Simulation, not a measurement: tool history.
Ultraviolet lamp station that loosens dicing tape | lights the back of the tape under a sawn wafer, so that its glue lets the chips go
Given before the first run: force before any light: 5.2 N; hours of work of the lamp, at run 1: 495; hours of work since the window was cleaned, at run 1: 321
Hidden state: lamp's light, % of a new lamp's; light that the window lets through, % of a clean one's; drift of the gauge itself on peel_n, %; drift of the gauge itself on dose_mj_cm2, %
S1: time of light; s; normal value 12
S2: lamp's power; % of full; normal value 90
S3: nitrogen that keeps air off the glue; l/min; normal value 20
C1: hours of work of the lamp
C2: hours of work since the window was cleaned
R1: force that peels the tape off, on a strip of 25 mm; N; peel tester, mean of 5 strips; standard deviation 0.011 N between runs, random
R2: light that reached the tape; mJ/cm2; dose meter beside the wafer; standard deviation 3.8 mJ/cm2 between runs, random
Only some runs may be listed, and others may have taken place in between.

run 1 hour=0 | S1=12 S2=90 S3=20 | C1=495 C2=321 | R1=0.596 R2=554
run 2 hour=20.5 | S1=12 S2=90 S3=20 | C1=505 C2=331 | R1=0.589 R2=550
run 3 hour=35.1 | S1=12 S2=90 S3=20 | C1=512 C2=338 | R1=0.615 R2=556
run 4 hour=58.1 | S1=12 S2=90 S3=20 | C1=523 C2=349 | R1=0.624 R2=552
run 5 hour=77.5 | S1=12 S2=90 S3=20 | C1=532 C2=358 | R1=0.587 R2=549
run 6 hour=103.1 | S1=12 S2=90 S3=20 | C1=545 C2=371 | R1=0.593 R2=548
run 7 hour=123.6 | S1=12 S2=90 S3=20 | C1=554 C2=381 | R1=0.575 R2=550
run 8 hour=150 | S1=23 S2=90 S3=20 | C1=567 C2=394 | R1=0.279 R2=1036
run 9 hour=177.4 | S1=12 S2=90 S3=20 | C1=580 C2=407 | R1=0.613 R2=537
run 10 hour=196 | S1=12 S2=90 S3=20 | C1=589 C2=416 | R1=0.649 R2=540
run 11 hour=222.4 | S1=12 S2=90 S3=7 | C1=602 C2=429 | R1=1.008 R2=535
run 12 hour=238.6 | S1=12 S2=90 S3=7 | C1=610 C2=436 | R1=1.02 R2=544
run 13 hour=254.2 | S1=14 S2=90 S3=7 | C1=618 C2=444 | R1=0.807 R2=626
run 14 hour=273.2 | S1=14 S2=90 S3=6 | C1=627 C2=453 | R1=0.875 R2=618
run 15 hour=288.5 | S1=14 S2=90 S3=6 | C1=634 C2=460 | R1=0.891 R2=619
run 16 hour=312 | S1=12 S2=91 S3=20 | C1=646 C2=472 | R1=0.649 R2=536
run 17 hour=339.6 | S1=12 S2=90 S3=27 | C1=659 C2=485 | R1=0.589 R2=525
run 18 hour=363.6 | S1=12 S2=90 S3=27 | C1=671 C2=497 | R1=0.56 R2=520
run 19 hour=379.8 | S1=12 S2=90 S3=20 | C1=678 C2=505 | R1=0.672 R2=519
run 20 hour=401.5 | S1=12 S2=90 S3=17 | C1=689 C2=515 | R1=0.69 R2=517
run 21 hour=415.7 | S1=12 S2=72 S3=20 | C1=696 C2=522 | R1=0.95 R2=415
run 22 hour=436.7 | S1=7 S2=77 S3=19 | C1=706 C2=532 | R1=1.717 R2=260
run 23 hour=464.6 | S1=8 S2=63 S3=40 | C1=719 C2=546 | R1=1.541 R2=237
run 24 hour=483.4 | S1=18 S2=89 S3=10 | C1=728 C2=555 | R1=0.49 R2=757
run 25 hour=499.5 | S1=22 S2=96 S3=10 | C1=736 C2=563 | R1=0.342 R2=996
run 26 hour=522.3 | S1=22 S2=96 S3=10 | C1=747 C2=574 | R1=0.357 R2=992
run 27 hour=539.1 | S1=12 S2=72 S3=20 | C1=755 C2=582 | R1=0.927 R2=406
run 28 hour=557.6 | S1=12 S2=72 S3=6 | C1=764 C2=591 | R1=1.512 R2=406
run 29 hour=571 | S1=8 S2=77 S3=7 | C1=771 C2=597 | R1=2.107 R2=282

Forecast run 30:
run 30 hour=594.9 | S1=8 S2=94 S3=9 | C1=782 C2=609 | R1=? R2=?

Run 30 gave R1 1.556 N, R2 348 mJ/cm2.
Without the tool's hidden state the same run would have given R1 1.143 N, R2 448 mJ/cm2.
